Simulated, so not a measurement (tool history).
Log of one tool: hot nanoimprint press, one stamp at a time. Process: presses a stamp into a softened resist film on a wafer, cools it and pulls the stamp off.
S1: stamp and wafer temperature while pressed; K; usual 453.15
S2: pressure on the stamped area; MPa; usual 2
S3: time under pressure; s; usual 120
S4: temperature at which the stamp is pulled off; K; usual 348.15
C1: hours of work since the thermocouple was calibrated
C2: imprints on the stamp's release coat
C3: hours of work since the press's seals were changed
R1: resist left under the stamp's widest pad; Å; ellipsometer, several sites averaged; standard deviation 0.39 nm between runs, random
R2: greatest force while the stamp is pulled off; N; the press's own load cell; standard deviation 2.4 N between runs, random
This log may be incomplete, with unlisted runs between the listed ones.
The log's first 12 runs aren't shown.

run     day      S1    S2   S3      S4   C1    C2    C3    R1   R2
 13  17.338  453.15     2  120  348.15  218   342   793  1934  128
 14  18.792  453.15     2  120  348.15  240   465   815  1943  126
 15  20.525  453.15  2.72  120  348.15  267   611   842  1688  133
 16  22.338  464.15  1.59   78  348.15  294   764   869  1918  141
 17   23.35  444.15  1.82   82  354.15  310   849   885  2830  131
 18  24.492  461.15  2.61   82  335.15  327   945   902  1607  182
 19  25.375  450.15  1.66  120  348.15  341  1019   916  2301  154
     25.792  -- plate thermocouple calibrated
 20  27.062  450.15  1.66  120  348.15   19  1151   940  2217  151
 21  28.279  453.15     2  114  348.15   38  1254   958  1938  156
 22  29.108  446.15  1.21   65  348.15   51  1323   971  3152  159
 23  30.229  453.15   2.1   81  348.15   68  1418   988  2137  165
 24  31.508  449.15     2  204  348.15   87  1526  1007  1765  175
 25  32.775  448.15     2  161  348.15  106  1632  1027  1972  173
 26  33.812  448.15     2  161  348.15  122  1720  1042  1980  180
 27  35.383  448.15  3.01  137  348.15  146  1852  1066  1748  186
 28  36.325  455.15  3.01   63  348.15  161  1931  1081  1912  188
     37.479  -- stamp cleaned and given a new release coat
 29  38.446  455.15  3.01   63  348.15  189    81  1109  1916  113
 30  40.138  453.15  2.51  120  348.15  215   223  1135  1744  121

What if the next run were any one of these 3? Each begins from the tool's condition after run 30:
  A  42.054  460.15  2.51  120  348.15  244  385  1164   ?   ?
  B  42.054  453.15     2  120  354.15  244  385  1164   ?   ?
  C  42.054  453.15  2.51  120  342.15  244  385  1164   ?   ?

run    R1   R2
  A  1452  124
  B  1959  111
  C  1757  146
With no hidden state in the tool, these same runs would have given:
run    R1   R2
  A  1384  108
  B  1879   96
  C  1676  127
